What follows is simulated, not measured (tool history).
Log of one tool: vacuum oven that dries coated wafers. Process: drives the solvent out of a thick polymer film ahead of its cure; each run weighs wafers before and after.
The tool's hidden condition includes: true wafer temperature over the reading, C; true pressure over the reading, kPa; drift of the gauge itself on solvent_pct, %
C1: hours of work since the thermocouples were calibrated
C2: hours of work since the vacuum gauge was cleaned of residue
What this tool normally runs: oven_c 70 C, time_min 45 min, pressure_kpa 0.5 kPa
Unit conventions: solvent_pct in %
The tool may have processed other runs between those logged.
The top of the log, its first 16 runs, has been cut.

run 17 hour=126.3 | oven_c=70 time_min=26 pressure_kpa=0.5 | C1=625 C2=434 | solvent_pct=7.08
run 18 hour=131.8 | oven_c=70 time_min=26 pressure_kpa=0.5 | C1=628 C2=438 | solvent_pct=7.15
run 19 hour=137.9 | oven_c=75 time_min=26 pressure_kpa=0.5 | C1=633 C2=442 | solvent_pct=5.82
run 20 hour=147.4 | oven_c=71 time_min=65 pressure_kpa=0.875 | C1=640 C2=449 | solvent_pct=2.59
run 21 hour=159.5 | oven_c=71 time_min=65 pressure_kpa=0.875 | C1=648 C2=458 | solvent_pct=2.55
run 22 hour=170.4 | oven_c=61 time_min=26 pressure_kpa=0.992 | C1=656 C2=466 | solvent_pct=9.87
run 23 hour=180.4 | oven_c=61 time_min=26 pressure_kpa=0.992 | C1=664 C2=473 | solvent_pct=9.62
run 24 hour=187 | oven_c=64 time_min=59 pressure_kpa=1.311 | C1=668 C2=478 | solvent_pct=5.13
run 25 hour=196.6 | oven_c=79 time_min=59 pressure_kpa=1.311 | C1=675 C2=485 | solvent_pct=1.5
run 26 hour=203.5 | oven_c=79 time_min=59 pressure_kpa=1.311 | C1=680 C2=490 | solvent_pct=1.58
run 27 hour=209.3 | oven_c=77 time_min=59 pressure_kpa=0.338 | C1=684 C2=494 | solvent_pct=1.39

Forecast run 28:
run 28 hour=220.9 | oven_c=57 time_min=49 pressure_kpa=1.234 | C1=693 C2=502 | solvent_pct=?

{"run 28": {"solvent_pct": 8.3}}
Had the tool carried no hidden state, the very same run would have given solvent_pct 8.17 %.
